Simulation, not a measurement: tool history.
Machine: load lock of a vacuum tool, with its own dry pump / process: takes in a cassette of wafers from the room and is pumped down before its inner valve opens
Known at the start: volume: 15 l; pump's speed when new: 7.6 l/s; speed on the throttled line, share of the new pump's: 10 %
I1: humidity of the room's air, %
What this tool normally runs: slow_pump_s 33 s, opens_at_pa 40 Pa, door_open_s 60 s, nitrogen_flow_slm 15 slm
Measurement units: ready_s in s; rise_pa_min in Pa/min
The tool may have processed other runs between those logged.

{"run": 1, "day": 0.0, "slow_pump_s": 33, "opens_at_pa": 40, "door_open_s": 60, "nitrogen_flow_slm": 15, "I1": 44.3, "ready_s": 48.1, "rise_pa_min": 0.044}
{"run": 2, "day": 4.779, "slow_pump_s": 33, "opens_at_pa": 40, "door_open_s": 60, "nitrogen_flow_slm": 8, "I1": 43.7, "ready_s": 48.1, "rise_pa_min": 0.052}
{"run": 3, "day": 9.025, "slow_pump_s": 33, "opens_at_pa": 40, "door_open_s": 60, "nitrogen_flow_slm": 8, "I1": 44.4, "ready_s": 48, "rise_pa_min": 0.063}
{"run": 4, "day": 13.871, "slow_pump_s": 33, "opens_at_pa": 40, "door_open_s": 60, "nitrogen_flow_slm": 15, "I1": 47.5, "ready_s": 48.5, "rise_pa_min": 0.05}
{"run": 5, "day": 17.242, "slow_pump_s": 33, "opens_at_pa": 40, "door_open_s": 60, "nitrogen_flow_slm": 15, "I1": 45.3, "ready_s": 48.5, "rise_pa_min": 0.051}
{"run": 6, "day": 21.708, "slow_pump_s": 33, "opens_at_pa": 40, "door_open_s": 60, "nitrogen_flow_slm": 15, "I1": 46.4, "ready_s": 48.1, "rise_pa_min": 0.052}
{"run": 7, "day": 25.954, "slow_pump_s": 33, "opens_at_pa": 40, "door_open_s": 60, "nitrogen_flow_slm": 15, "I1": 44.3, "ready_s": 48.3, "rise_pa_min": 0.042}
{"run": 8, "day": 29.312, "slow_pump_s": 33, "opens_at_pa": 40, "door_open_s": 60, "nitrogen_flow_slm": 15, "I1": 46.5, "ready_s": 48.1, "rise_pa_min": 0.051}
{"run": 9, "day": 32.938, "slow_pump_s": 33, "opens_at_pa": 40, "door_open_s": 60, "nitrogen_flow_slm": 15, "I1": 43.1, "ready_s": 48.5, "rise_pa_min": 0.049}
{"run": 10, "day": 37.933, "slow_pump_s": 33, "opens_at_pa": 40, "door_open_s": 60, "nitrogen_flow_slm": 15, "I1": 45.5, "ready_s": 48.7, "rise_pa_min": 0.051}
{"day": 40.7, "done": "dry pump taken out, an overhauled one fitted"}
{"run": 11, "day": 42.688, "slow_pump_s": 33, "opens_at_pa": 40, "door_open_s": 60, "nitrogen_flow_slm": 15, "I1": 42, "ready_s": 45.3, "rise_pa_min": 0.051}
{"run": 12, "day": 47.871, "slow_pump_s": 33, "opens_at_pa": 40, "door_open_s": 60, "nitrogen_flow_slm": 15, "I1": 44.8, "ready_s": 45.5, "rise_pa_min": 0.045}
{"run": 13, "day": 51.942, "slow_pump_s": 33, "opens_at_pa": 40, "door_open_s": 60, "nitrogen_flow_slm": 15, "I1": 47.1, "ready_s": 45.4, "rise_pa_min": 0.053}
{"run": 14, "day": 57.4, "slow_pump_s": 33, "opens_at_pa": 40, "door_open_s": 60, "nitrogen_flow_slm": 15, "I1": 44.4, "ready_s": 45.1, "rise_pa_min": 0.057}
{"run": 15, "day": 60.067, "slow_pump_s": 33, "opens_at_pa": 40, "door_open_s": 60, "nitrogen_flow_slm": 15, "I1": 45.1, "ready_s": 45.6, "rise_pa_min": 0.052}
{"run": 16, "day": 63.167, "slow_pump_s": 33, "opens_at_pa": 40, "door_open_s": 130, "nitrogen_flow_slm": 15, "I1": 44.6, "ready_s": 45.2, "rise_pa_min": 0.073}
{"run": 17, "day": 67.271, "slow_pump_s": 33, "opens_at_pa": 43, "door_open_s": 60, "nitrogen_flow_slm": 15, "I1": 43, "ready_s": 44.6, "rise_pa_min": 0.054}
{"run": 18, "day": 70.396, "slow_pump_s": 33, "opens_at_pa": 40, "door_open_s": 60, "nitrogen_flow_slm": 15, "I1": 43.2, "ready_s": 45, "rise_pa_min": 0.053}
{"run": 19, "day": 74.829, "slow_pump_s": 33, "opens_at_pa": 40, "door_open_s": 60, "nitrogen_flow_slm": 15, "I1": 45.7, "ready_s": 45.3, "rise_pa_min": 0.056}
{"run": 20, "day": 80.867, "slow_pump_s": 44, "opens_at_pa": 40, "door_open_s": 176, "nitrogen_flow_slm": 16, "I1": 46.2, "ready_s": 56.3, "rise_pa_min": 0.085}
{"run": 21, "day": 86.15, "slow_pump_s": 44, "opens_at_pa": 40, "door_open_s": 176, "nitrogen_flow_slm": 16, "I1": 42.6, "ready_s": 55.5, "rise_pa_min": 0.081}
{"run": 22, "day": 89.229, "slow_pump_s": 44, "opens_at_pa": 40, "door_open_s": 176, "nitrogen_flow_slm": 16, "I1": 44.9, "ready_s": 54.7, "rise_pa_min": 0.079}
{"run": 23, "day": 94.042, "slow_pump_s": 33, "opens_at_pa": 40, "door_open_s": 77, "nitrogen_flow_slm": 35, "I1": 44.7, "ready_s": 45.6, "rise_pa_min": 0.049}
{"run": 24, "day": 99.65, "slow_pump_s": 33, "opens_at_pa": 40, "door_open_s": 77, "nitrogen_flow_slm": 35, "I1": 43.7, "ready_s": 45.1, "rise_pa_min": 0.053}
{"run": 25, "day": 103.55, "slow_pump_s": 24, "opens_at_pa": 40, "door_open_s": 180, "nitrogen_flow_slm": 41, "I1": 46.2, "ready_s": 37, "rise_pa_min": 0.065}
{"run": 26, "day": 108.288, "slow_pump_s": 28, "opens_at_pa": 36, "door_open_s": 60, "nitrogen_flow_slm": 15, "I1": 45.9, "ready_s": 41.4, "rise_pa_min": 0.069}
{"run": 27, "day": 112.433, "slow_pump_s": 33, "opens_at_pa": 40, "door_open_s": 74, "nitrogen_flow_slm": 33, "I1": 43, "ready_s": 45.5, "rise_pa_min": 0.056}
{"run": 28, "day": 118.671, "slow_pump_s": 36, "opens_at_pa": 43, "door_open_s": 48, "nitrogen_flow_slm": 26, "I1": 43.5, "ready_s": 48, "rise_pa_min": 0.049}
{"run": 29, "day": 121.475, "slow_pump_s": 19, "opens_at_pa": 43, "door_open_s": 30, "nitrogen_flow_slm": 26, "I1": 45.8, "ready_s": 32.7, "rise_pa_min": 0.05}
{"run": 30, "day": 125.321, "slow_pump_s": 33, "opens_at_pa": 40, "door_open_s": 132, "nitrogen_flow_slm": 15, "I1": 43.4, "ready_s": 45.3, "rise_pa_min": 0.088}
{"run": 31, "day": 129.929, "slow_pump_s": 41, "opens_at_pa": 40, "door_open_s": 60, "nitrogen_flow_slm": 15, "I1": 46.1, "ready_s": 53.3, "rise_pa_min": 0.07}
{"run": 32, "day": 133.5, "slow_pump_s": 28, "opens_at_pa": 40, "door_open_s": 68, "nitrogen_flow_slm": 15, "I1": 42.8, "ready_s": 41.6, "rise_pa_min": 0.069}
{"run": 33, "day": 139.462, "slow_pump_s": 28, "opens_at_pa": 40, "door_open_s": 157, "nitrogen_flow_slm": 15, "I1": 49.5, "ready_s": 41, "rise_pa_min": 0.096}
{"run": 34, "day": 143.688, "slow_pump_s": 18, "opens_at_pa": 74, "door_open_s": 79, "nitrogen_flow_slm": 15, "I1": 47.8, "ready_s": 31, "rise_pa_min": 0.089}
{"run": 35, "day": 149.246, "slow_pump_s": 18, "opens_at_pa": 74, "door_open_s": 79, "nitrogen_flow_slm": 15, "I1": 48.6, "ready_s": 31.4, "rise_pa_min": 0.089}
{"run": 36, "day": 152.996, "slow_pump_s": 18, "opens_at_pa": 35, "door_open_s": 60, "nitrogen_flow_slm": 15, "I1": 48, "ready_s": 32.4, "rise_pa_min": 0.079}

Alternative continuations, all from the tool just after run 36; predict every row:
{"run": "A", "day": 158.658, "slow_pump_s": 18, "opens_at_pa": 64, "door_open_s": 60, "nitrogen_flow_slm": 15, "I1": 45.5, "ready_s": "?", "rise_pa_min": "?"}
{"run": "B", "day": 158.658, "slow_pump_s": 18, "opens_at_pa": 35, "door_open_s": 60, "nitrogen_flow_slm": 5, "I1": 44.5, "ready_s": "?", "rise_pa_min": "?"}
{"run": "C", "day": 158.658, "slow_pump_s": 18, "opens_at_pa": 57, "door_open_s": 56, "nitrogen_flow_slm": 41, "I1": 43.6, "ready_s": "?", "rise_pa_min": "?"}
{"run": "D", "day": 158.658, "slow_pump_s": 37, "opens_at_pa": 70, "door_open_s": 60, "nitrogen_flow_slm": 5, "I1": 44.8, "ready_s": "?", "rise_pa_min": "?"}
{"run": "E", "day": 158.658, "slow_pump_s": 23, "opens_at_pa": 35, "door_open_s": 60, "nitrogen_flow_slm": 15, "I1": 46, "ready_s": "?", "rise_pa_min": "?"}

run=A ready_s=31.4 rise_pa_min=0.076
run=B ready_s=32 rise_pa_min=0.099
run=C ready_s=31.4 rise_pa_min=0.058
run=D ready_s=48.2 rise_pa_min=0.101
run=E ready_s=37.1 rise_pa_min=0.078
With the hidden condition removed and each run's random variation left untouched, the same runs would have given:
run=A ready_s=30.7 rise_pa_min=0.038
run=B ready_s=31.3 rise_pa_min=0.062
run=C ready_s=30.7 rise_pa_min=0.02
run=D ready_s=47.7 rise_pa_min=0.063
run=E ready_s=36.4 rise_pa_min=0.041

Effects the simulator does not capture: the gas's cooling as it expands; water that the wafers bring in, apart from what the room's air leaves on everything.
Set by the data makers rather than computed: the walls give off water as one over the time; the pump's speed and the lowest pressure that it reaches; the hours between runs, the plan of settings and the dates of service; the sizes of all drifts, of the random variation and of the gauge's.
